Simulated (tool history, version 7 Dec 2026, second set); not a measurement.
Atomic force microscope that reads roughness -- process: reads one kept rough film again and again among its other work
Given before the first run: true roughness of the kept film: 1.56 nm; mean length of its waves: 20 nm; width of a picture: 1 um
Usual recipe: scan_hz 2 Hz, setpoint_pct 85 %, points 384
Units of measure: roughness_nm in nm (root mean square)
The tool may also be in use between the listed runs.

run,hour,scan_hz,setpoint_pct,points,roughness_nm
1,0,2,85,384,1.047
2,16.3,2,66,384,1.131
3,34.5,2,66,384,1.261
4,49.6,2,66,384,1.23
5,74.9,2,66,384,1.171
6,100.3,1.68,85,384,1.175
7,118.2,1.68,85,384,1.139
8,146.7,2,85,647,1.053
9,161.2,2,85,647,1.034
10,177.5,2,85,833,1.149
11,207,2,85,833,1.085
12,228.3,2,85,833,1.04
13,244,0.51,85,384,1.306
14,271.5,2,63,384,1.226
15,295.7,3.68,63,533,1.134
16,308.1,3.68,63,533,1.101
17,339.6,3.68,63,533,1.199
18,368.6,1.01,63,533,1.208
19,388.5,1.01,63,533,1.342
20,407.4,0.54,60,452,1.317
21,435.8,2,83,673,1.083
22,463.7,2,83,673,1.195
23,483.9,2,83,673,1.122
24,510.9,2,83,673,1.08
25,529.3,0.72,86,724,1.142
26,548.5,3.77,58,384,1.252
27,565.7,0.66,85,501,1.23
28,581.9,0.95,76,285,1.173

The log once held 8 entries between its listed runs, left out of this copy. Where does each go, and what is different about the tool's unlogged condition between the listed run before it and the listed run after it?
Logged between run 2 and run 3: new tip fitted (hour 24.8)
  radius of the tip, nm: 17.3 -> 8.5
  the result without the hidden state subtracted from the measured one, roughness_nm: -0.16 -> -0.022 nm (root mean square)
Logged between run 5 and run 6: new tip fitted (hour 97.3)
  radius of the tip, nm: 14.7 -> 7.5; height scale over the true one, %: 0.25 -> 0.26
  the result without the hidden state subtracted from the measured one, roughness_nm: -0.121 -> -0.005 nm (root mean square)
Logged between run 9 and run 10: new tip fitted (hour 169)
  radius of the tip, nm: 17.2 -> 8.7
  the result without the hidden state subtracted from the measured one, roughness_nm: -0.142 -> -0.024 nm (root mean square)
Logged between run 12 and run 13: new tip fitted (hour 241.9)
  radius of the tip, nm: 16.3 -> 7.8; height scale over the true one, %: 0.31 -> 0.32
  the result without the hidden state subtracted from the measured one, roughness_nm: -0.131 -> -0.01 nm (root mean square)
Logged between run 16 and run 17: new tip fitted (hour 314)
  radius of the tip, nm: 17.6 -> 11; height scale over the true one, %: 0.35 -> 0.36
  the result without the hidden state subtracted from the measured one, roughness_nm: -0.158 -> -0.062 nm (root mean square)
Logged between run 18 and run 19: new tip fitted (hour 386.1)
  radius of the tip, nm: 15.4 -> 7.6; height scale over the true one, %: 0.37 -> 0.38
  the result without the hidden state subtracted from the measured one, roughness_nm: -0.136 -> -0.006 nm (root mean square)
Logged between run 21 and run 22: new tip fitted (hour 459.5)
  radius of the tip, nm: 14.9 -> 7.9; height scale over the true one, %: 0.4 -> 0.42
  the result without the hidden state subtracted from the measured one, roughness_nm: -0.113 -> -0.01 nm (root mean square)
Logged between run 25 and run 26: new tip fitted (hour 531.9)
  radius of the tip, nm: 17.6 -> 9.5; height scale over the true one, %: 0.44 -> 0.45
  the result without the hidden state subtracted from the measured one, roughness_nm: -0.163 -> -0.037 nm (root mean square)

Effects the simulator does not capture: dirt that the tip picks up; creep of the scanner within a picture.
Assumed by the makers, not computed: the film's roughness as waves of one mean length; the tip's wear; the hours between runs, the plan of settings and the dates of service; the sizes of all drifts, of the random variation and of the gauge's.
